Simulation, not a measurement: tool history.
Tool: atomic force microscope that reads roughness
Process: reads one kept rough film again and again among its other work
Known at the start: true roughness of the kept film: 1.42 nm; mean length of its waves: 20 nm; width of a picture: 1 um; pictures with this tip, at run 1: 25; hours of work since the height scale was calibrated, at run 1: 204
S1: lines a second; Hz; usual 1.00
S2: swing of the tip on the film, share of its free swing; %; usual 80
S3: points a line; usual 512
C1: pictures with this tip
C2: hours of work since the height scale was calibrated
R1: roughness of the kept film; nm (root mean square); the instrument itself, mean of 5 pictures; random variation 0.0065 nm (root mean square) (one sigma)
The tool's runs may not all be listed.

run	hour	S1	S2	S3	C1	C2	R1
1	0.0	1.00	80	512	25	204	1.173
# hour 26.5: new tip fitted
2	58.9	1.00	80	512	55	241	1.077
# hour 67.7: new tip fitted
3	84.8	1.00	80	512	29	257	1.166
# hour 108.2: new tip fitted
4	130.2	1.00	80	512	37	286	1.140
# hour 147.1: new tip fitted
5	164.0	2.18	80	512	28	307	1.134
# hour 187.2: new tip fitted
6	211.0	2.18	80	512	40	337	1.091
# hour 226.6: new tip fitted
# hour 265.3: new tip fitted
7	265.3	1.00	80	512	0	371	1.266
# hour 303.3: new tip fitted
8	315.5	1.00	80	512	20	402	1.214
# hour 341.8: new tip fitted
9	356.2	1.00	80	512	24	428	1.191
# hour 383.7: new tip fitted
10	411.2	1.00	80	512	47	463	1.123
# hour 423.8: new tip fitted
11	448.6	1.00	80	512	42	486	1.124
# hour 464.5: new tip fitted
# hour 505.1: new tip fitted
12	508.2	1.00	80	512	5	524	1.256
# hour 546.1: new tip fitted
13	557.4	1.00	80	512	19	555	1.209
# hour 587.5: new tip fitted
14	618.1	0.73	80	512	52	593	1.108
# hour 627.2: new tip fitted
15	663.9	0.73	80	512	62	622	1.068
# hour 670.0: new tip fitted
# hour 711.0: new tip fitted
16	713.2	1.00	62	512	3	653	1.268
# hour 753.6: new tip fitted
17	757.2	0.94	80	512	6	680	1.240
18	782.9	1.00	66	512	49	697	1.139
# hour 795.8: new tip fitted
19	813.4	1.00	66	512	29	716	1.199
# hour 835.8: new tip fitted
20	844.3	1.00	66	512	15	735	1.217
# hour 875.7: new tip fitted
21	883.4	1.00	88	512	13	760	1.212
# hour 914.5: new tip fitted
22	932.9	1.00	88	512	31	791	1.139
# hour 954.1: new tip fitted
23	978.5	1.39	84	789	41	820	1.137
# hour 992.5: new tip fitted
24	1022.8	2.56	88	512	51	848	1.026
# hour 1035.1: new tip fitted
25	1057.9	3.03	80	728	38	870	1.084
# hour 1075.4: new tip fitted
26	1101.0	3.03	80	728	43	897	1.078
# hour 1116.3: new tip fitted
# hour 1154.8: new tip fitted
27	1161.4	3.03	80	728	11	935	1.149
28	1188.8	1.05	80	575	57	952	1.088
# hour 1195.1: new tip fitted
# hour 1236.8: new tip fitted
29	1246.2	0.52	61	321	16	988	1.220
# hour 1277.4: new tip fitted
30	1284.9	0.52	61	321	12	1012	1.240
# hour 1317.7: new tip fitted
31	1338.9	0.52	61	321	35	1046	1.157
# hour 1356.1: new tip fitted
32	1380.9	0.91	83	1015	41	1073	1.143
# hour 1397.4: new tip fitted
33	1411.1	1.44	80	447	23	1092	1.153

The same runs without the tool's hidden state, with the same run-to-run variation:
The hidden state here: radius of the tip, nm; height scale over the true one, %; drift of the gauge itself on roughness_nm, %.
run	R1
1	1.273
2	1.279
3	1.272
4	1.263
5	1.233
6	1.225
7	1.277
8	1.293
9	1.278
10	1.272
11	1.273
12	1.288
13	1.288
14	1.276
15	1.284
16	1.298
17	1.280
18	1.294
19	1.295
20	1.290
21	1.271
22	1.258
23	1.260
24	1.182
25	1.216
26	1.215
27	1.209
28	1.283
29	1.287
30	1.291
31	1.284
32	1.289
33	1.251

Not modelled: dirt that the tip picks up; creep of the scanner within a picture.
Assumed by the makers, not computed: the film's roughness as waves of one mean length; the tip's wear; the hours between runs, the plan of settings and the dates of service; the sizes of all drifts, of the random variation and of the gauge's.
